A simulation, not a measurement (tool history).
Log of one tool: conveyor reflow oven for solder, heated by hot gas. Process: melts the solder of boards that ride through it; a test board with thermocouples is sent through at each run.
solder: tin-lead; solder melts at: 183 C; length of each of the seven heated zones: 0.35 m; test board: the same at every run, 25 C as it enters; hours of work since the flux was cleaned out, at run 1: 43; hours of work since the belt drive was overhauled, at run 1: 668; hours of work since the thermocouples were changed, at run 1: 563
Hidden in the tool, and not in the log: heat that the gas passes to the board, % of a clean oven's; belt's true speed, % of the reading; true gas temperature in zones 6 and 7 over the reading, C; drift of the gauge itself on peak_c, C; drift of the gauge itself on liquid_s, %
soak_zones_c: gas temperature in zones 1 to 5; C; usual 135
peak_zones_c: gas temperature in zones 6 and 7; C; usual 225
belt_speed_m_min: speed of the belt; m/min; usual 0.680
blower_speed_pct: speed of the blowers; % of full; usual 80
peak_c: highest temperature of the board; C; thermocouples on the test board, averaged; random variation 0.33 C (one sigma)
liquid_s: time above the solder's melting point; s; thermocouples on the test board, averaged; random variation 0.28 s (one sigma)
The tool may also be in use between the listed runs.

run,hour,soak_zones_c,peak_zones_c,belt_speed_m_min,blower_speed_pct,hours of work since the flux was cleaned out,hours of work since the belt drive was overhauled,hours of work since the thermocouples were changed,peak_c,liquid_s
1,0.0,135,225,0.680,80,43,668,563,209.5,41.6
2,12.9,135,219,0.680,80,51,676,571,204.4,37.6
3,32.1,135,219,0.680,85,64,689,584,204.6,38.1
4,47.3,135,219,0.680,85,74,699,594,205.3,38.5
5,66.4,135,219,0.680,85,87,711,606,204.5,38.1
6,77.8,135,219,0.680,85,94,719,614,205.4,37.9
7,101.7,135,219,0.680,85,110,735,630,204.4,37.6
8,125.1,144,225,0.680,80,125,750,645,210.3,44.7
9,145.7,144,225,0.680,80,139,764,659,210.6,45.2
10,161.2,135,225,0.680,80,149,774,669,208.6,40.8
# hour 168.1: flux residue cleaned out of gas plates and filters
11,179.1,135,240,0.680,80,7,782,677,220.7,48.4
12,202.3,135,225,0.680,80,22,798,693,207.9,40.1
13,225.9,135,225,0.680,50,38,813,708,200.9,31.7
14,239.5,135,225,0.680,50,47,822,717,200.6,31.3
15,262.9,135,225,0.680,80,62,837,733,206.4,39.5
16,282.8,130,225,0.680,80,75,851,746,206.7,36.5
17,301.3,130,225,0.680,80,88,863,758,206.2,36.7
# hour 316.6: flux residue cleaned out of gas plates and filters, once more
18,328.7,133,222,0.610,71,8,878,773,207.6,45.3
19,347.4,133,222,0.610,71,20,890,785,207.1,45.1
20,371.2,133,222,0.610,71,36,906,801,207.5,44.7
21,394.2,133,222,0.610,71,51,921,816,207.9,45.2
22,406.7,133,222,0.610,71,59,929,824,207.5,44.3
23,425.1,135,234,0.680,80,71,941,836,217.3,47.2
24,444.6,135,234,0.680,80,84,954,849,217.0,46.6
25,466.4,135,237,0.650,80,99,968,863,220.9,51.3
26,483.6,132,230,0.580,77,110,980,875,216.7,54.1
27,497.9,132,230,0.580,77,119,989,884,216.0,54.5
28,510.0,125,230,0.804,60,127,997,892,200.2,23.7
29,524.6,125,230,0.804,60,137,1007,902,200.0,23.6
30,547.6,147,232,0.611,62,152,1022,917,216.3,55.5
31,559.2,132,234,0.680,80,160,1029,924,215.2,45.0
32,570.8,132,232,0.707,80,167,1037,932,212.7,41.2

Some steps in peak_c between neighbouring runs. How much of each would the tool show without its hidden state too (settings, what came in, random variation), and how much is left for the hidden state, with any gauge scatter that isn't in both results?
Run 10 -> 11: peak_zones_c 225 -> 240, flux residue cleaned out of gas plates and filters. peak_c +12.1 C: hidden state -1.1, all else +13.2.
Run 11 -> 12: peak_zones_c 240 -> 225. peak_c -12.8 C: hidden state +0.1, all else -12.9.
Run 14 -> 15: blower_speed_pct 50 -> 80. peak_c +5.8 C: hidden state -0.7, all else +6.5.
Run 17 -> 18: soak_zones_c 130 -> 133, peak_zones_c 225 -> 222, belt_speed_m_min 0.680 -> 0.610, blower_speed_pct 80 -> 71, flux residue cleaned out of gas plates and filters, once more. peak_c +1.4 C: hidden state +2.8, all else -1.4.
Run 27 -> 28: soak_zones_c 132 -> 125, belt_speed_m_min 0.580 -> 0.804, blower_speed_pct 77 -> 60. peak_c -15.8 C: hidden state +0.2, all else -16.0.
Run 29 -> 30: soak_zones_c 125 -> 147, peak_zones_c 230 -> 232, belt_speed_m_min 0.804 -> 0.611, blower_speed_pct 60 -> 62. peak_c +16.3 C: hidden state -0.2, all else +16.5.
